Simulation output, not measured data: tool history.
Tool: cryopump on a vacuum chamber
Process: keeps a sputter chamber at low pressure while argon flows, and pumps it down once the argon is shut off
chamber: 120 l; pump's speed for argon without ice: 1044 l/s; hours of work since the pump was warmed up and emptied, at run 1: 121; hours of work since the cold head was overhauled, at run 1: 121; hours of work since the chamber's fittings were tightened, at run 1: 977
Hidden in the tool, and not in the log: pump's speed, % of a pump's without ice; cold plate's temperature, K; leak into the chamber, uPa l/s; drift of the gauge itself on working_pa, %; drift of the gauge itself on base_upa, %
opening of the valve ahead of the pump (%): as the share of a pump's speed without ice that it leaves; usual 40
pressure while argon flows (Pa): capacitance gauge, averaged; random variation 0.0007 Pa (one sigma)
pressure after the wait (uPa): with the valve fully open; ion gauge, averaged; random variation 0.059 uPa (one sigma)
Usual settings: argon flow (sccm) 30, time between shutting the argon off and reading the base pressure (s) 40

| run | day | argon flow (sccm) | time between shutting the argon off and reading the base pressure (s) | opening of the valve ahead of the pump (%) | hours of work since the pump was warmed up and emptied | hours of work since the cold head was overhauled | hours of work since the chamber's fittings were tightened | pressure while argon flows (Pa) | pressure after the wait (uPa) |
|---|---|---|---|---|---|---|---|---|---|
| 1 | 0.000 | 30 | 40 | 40 | 121 | 121 | 977 | 0.1224 | 6.83 |
| 2 | 2.771 | 31 | 40 | 40 | 161 | 161 | 1017 | 0.1262 | 6.95 |
| 3 | 5.846 | 30 | 40 | 40 | 206 | 206 | 1062 | 0.1234 | 7.01 |
|  | 6.917 | leaking fittings of the chamber tightened, without venting |
| 4 | 9.225 | 30 | 40 | 17 | 253 | 253 | 33 | 0.2873 | 3.79 |
| 5 | 11.771 | 30 | 40 | 17 | 290 | 290 | 70 | 0.2909 | 3.93 |
| 6 | 16.162 | 46 | 40 | 40 | 353 | 353 | 133 | 0.1916 | 4.10 |
| 7 | 20.025 | 46 | 40 | 40 | 409 | 409 | 189 | 0.1917 | 4.36 |
| 8 | 23.467 | 46 | 40 | 40 | 459 | 459 | 239 | 0.1943 | 4.60 |
| 9 | 27.612 | 41 | 40 | 40 | 519 | 519 | 299 | 0.1732 | 4.73 |
| 10 | 30.496 | 18 | 40 | 40 | 560 | 560 | 340 | 0.0763 | 4.85 |
| 11 | 32.592 | 18 | 40 | 40 | 591 | 591 | 371 | 0.0751 | 5.07 |
| 12 | 36.996 | 41 | 40 | 40 | 654 | 654 | 434 | 0.1745 | 5.32 |
| 13 | 40.271 | 41 | 40 | 40 | 701 | 701 | 481 | 0.1746 | 5.39 |
| 14 | 42.854 | 41 | 40 | 40 | 739 | 739 | 519 | 0.1772 | 5.68 |
| 15 | 46.875 | 41 | 40 | 40 | 797 | 797 | 577 | 0.1766 | 5.84 |
| 16 | 49.962 | 41 | 40 | 40 | 841 | 841 | 621 | 0.1763 | 5.91 |
| 17 | 52.267 | 41 | 40 | 40 | 875 | 875 | 654 | 0.1769 | 6.15 |
| 18 | 55.150 | 41 | 40 | 40 | 916 | 916 | 696 | 0.1782 | 6.35 |
| 19 | 59.467 | 41 | 40 | 40 | 978 | 978 | 758 | 0.1791 | 6.65 |
| 20 | 63.262 | 16 | 93 | 23 | 1033 | 1033 | 813 | 0.1186 | 4.79 |
|  | 65.875 | pump warmed up, emptied and cooled again |
| 21 | 67.804 | 44 | 40 | 34 | 28 | 1096 | 876 | 0.2107 | 6.61 |
| 22 | 71.033 | 18 | 40 | 40 | 74 | 1142 | 922 | 0.0739 | 6.82 |
| 23 | 74.408 | 18 | 40 | 40 | 123 | 1191 | 971 | 0.0740 | 6.85 |
| 24 | 77.638 | 15 | 40 | 40 | 170 | 1238 | 1018 | 0.0623 | 7.07 |
| 25 | 80.650 | 34 | 217 | 40 | 213 | 1281 | 1061 | 0.1415 | 4.36 |
|  | 81.879 | leaking fittings of the chamber tightened, without venting |
| 26 | 82.654 | 34 | 217 | 40 | 241 | 1309 | 11 | 0.1409 | 1.03 |
| 27 | 85.304 | 34 | 217 | 40 | 279 | 1347 | 49 | 0.1422 | 1.11 |
| 28 | 87.388 | 34 | 40 | 23 | 309 | 1377 | 79 | 0.2437 | 4.03 |
| 29 | 90.529 | 34 | 40 | 23 | 355 | 1423 | 125 | 0.2447 | 4.22 |
| 30 | 93.483 | 34 | 40 | 23 | 397 | 1465 | 167 | 0.2434 | 4.31 |
| 31 | 95.762 | 31 | 40 | 29 | 430 | 1498 | 200 | 0.1785 | 4.45 |
| 32 | 98.671 | 22 | 70 | 36 | 472 | 1540 | 242 | 0.1019 | 3.02 |
| 33 | 101.475 | 30 | 122 | 16 | 513 | 1580 | 283 | 0.3100 | 2.35 |

Hidden state or all else? Some run-to-run changes of pressure while argon flows (Pa), split into what the settings, what came in and random variation would give without the hidden state, and what is left for the hidden state (with any gauge scatter that isn't in both results):
Run 3 -> 4: opening of the valve ahead of the pump (%) 40 -> 17, leaking fittings of the chamber tightened, without venting. pressure while argon flows (Pa) +0.1639: hidden state +0.0004, all else +0.1635.
Run 11 -> 12: argon flow (sccm) 18 -> 41. pressure while argon flows (Pa) +0.0994: hidden state +0.0049, all else +0.0945.
Run 19 -> 20: argon flow (sccm) 41 -> 16, time between shutting the argon off and reading the base pressure (s) 40 -> 93, opening of the valve ahead of the pump (%) 40 -> 23. pressure while argon flows (Pa) -0.0605: hidden state -0.0075, all else -0.0530.
Run 20 -> 21: argon flow (sccm) 16 -> 44, time between shutting the argon off and reading the base pressure (s) 93 -> 40, opening of the valve ahead of the pump (%) 23 -> 34, pump warmed up, emptied and cooled again. pressure while argon flows (Pa) +0.0921: hidden state -0.0041, all else +0.0962.
Run 21 -> 22: argon flow (sccm) 44 -> 18, opening of the valve ahead of the pump (%) 34 -> 40. pressure while argon flows (Pa) -0.1368: hidden state -0.0005, all else -0.1363.
Run 32 -> 33: argon flow (sccm) 22 -> 30, time between shutting the argon off and reading the base pressure (s) 70 -> 122, opening of the valve ahead of the pump (%) 36 -> 16. pressure while argon flows (Pa) +0.2081: hidden state +0.0018, all else +0.2063.

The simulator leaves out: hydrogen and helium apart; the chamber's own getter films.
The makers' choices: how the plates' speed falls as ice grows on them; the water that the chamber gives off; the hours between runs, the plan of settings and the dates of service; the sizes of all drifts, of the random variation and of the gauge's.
